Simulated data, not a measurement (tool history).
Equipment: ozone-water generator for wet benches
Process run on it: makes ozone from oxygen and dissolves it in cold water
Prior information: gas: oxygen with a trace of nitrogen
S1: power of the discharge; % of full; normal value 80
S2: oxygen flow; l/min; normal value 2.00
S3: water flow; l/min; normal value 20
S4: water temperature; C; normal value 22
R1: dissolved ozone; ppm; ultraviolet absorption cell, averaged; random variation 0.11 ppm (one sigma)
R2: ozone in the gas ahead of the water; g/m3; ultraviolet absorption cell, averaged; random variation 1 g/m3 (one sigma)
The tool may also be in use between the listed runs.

Run 1, hour 0.0: usual settings. Result: R1 7.3 ppm, R2 176.4 g/m3.
Run 2, hour 103.7: usual settings. Result: R1 7.2 ppm, R2 177.2 g/m3.
Run 3, hour 155.5: usual settings. Result: R1 7.4 ppm, R2 174.5 g/m3.
Run 4, hour 245.4: usual settings but S3 16 l/min. Result: R1 8.9 ppm, R2 175.6 g/m3.
Run 5, hour 298.7: usual settings but S1 85 % of full. Result: R1 7.3 ppm, R2 182.1 g/m3.
Run 6, hour 370.4: usual settings but S1 85 % of full, S4 25 C. Result: R1 7.2 ppm, R2 183.9 g/m3.
Run 7, hour 430.7: usual settings but S1 61 % of full. Result: R1 5.9 ppm, R2 144.7 g/m3.
Run 8, hour 502.4: usual settings. Result: R1 7.0 ppm, R2 176.4 g/m3.
Run 9, hour 597.2: usual settings. Result: R1 7.3 ppm, R2 177.3 g/m3.
Run 10, hour 645.7: usual settings. Result: R1 7.1 ppm, R2 178.1 g/m3.
Run 11, hour 747.5: usual settings. Result: R1 7.3 ppm, R2 176.9 g/m3.
Run 12, hour 824.6: usual settings but S2 2.98 l/min. Result: R1 7.5 ppm, R2 139.3 g/m3.
Run 13, hour 889.0: usual settings but S2 2.98 l/min. Result: R1 7.5 ppm, R2 140.4 g/m3.
Run 14, hour 958.1: usual settings but S2 2.98 l/min. Result: R1 7.5 ppm, R2 141.1 g/m3.
Run 15, hour 1031.5: usual settings. Result: R1 7.3 ppm, R2 177.5 g/m3.
Run 16, hour 1118.8: usual settings. Result: R1 7.3 ppm, R2 178.5 g/m3.
Run 17, hour 1210.3: usual settings. Result: R1 7.1 ppm, R2 178.2 g/m3.
Run 18, hour 1281.4: usual settings but S2 1.08 l/min, S4 17 C. Result: R1 6.5 ppm, R2 255.0 g/m3.
Run 19, hour 1379.8: usual settings but S2 1.08 l/min, S3 30 l/min, S4 17 C. Result: R1 4.1 ppm, R2 253.2 g/m3.
Run 20, hour 1434.6: usual settings but S2 1.25 l/min, S3 18 l/min, S4 17 C. Result: R1 7.7 ppm, R2 232.1 g/m3.
Run 21, hour 1544.4: usual settings but S2 1.25 l/min, S3 26 l/min, S4 16 C. Result: R1 5.3 ppm, R2 232.9 g/m3.
Run 22, hour 1602.9: usual settings but S2 1.25 l/min, S3 26 l/min, S4 16 C. Result: R1 5.0 ppm, R2 233.0 g/m3.
Run 23, hour 1690.4: usual settings but S1 54 % of full, S2 1.51 l/min. Result: R1 5.1 ppm, R2 158.8 g/m3.
Run 24, hour 1739.9: usual settings but S1 54 % of full, S2 1.51 l/min. Result: R1 5.1 ppm, R2 158.7 g/m3.
Run 25, hour 1807.0: usual settings but S1 64 % of full, S2 1.14 l/min, S3 16 l/min. Result: R1 7.0 ppm, R2 210.8 g/m3.
Run 26, hour 1892.3: usual settings but S1 64 % of full, S2 1.14 l/min, S3 16 l/min. Result: R1 7.1 ppm, R2 211.9 g/m3.
Run 27, hour 1965.3: usual settings but S2 2.90 l/min, S3 12 l/min. Result: R1 11.5 ppm, R2 145.9 g/m3.

Predict the results of run 28:
Run 28, hour 2064.8: usual settings but S1 91 % of full, S2 1.45 l/min, S3 15 l/min, S4 15 C. Result: R1 ?, R2 ?.

R1: 10.5 ppm
R2: 235.4 g/m3
Without the tool's hidden state the same run would have given R1 10.6 ppm, R2 230.5 g/m3.

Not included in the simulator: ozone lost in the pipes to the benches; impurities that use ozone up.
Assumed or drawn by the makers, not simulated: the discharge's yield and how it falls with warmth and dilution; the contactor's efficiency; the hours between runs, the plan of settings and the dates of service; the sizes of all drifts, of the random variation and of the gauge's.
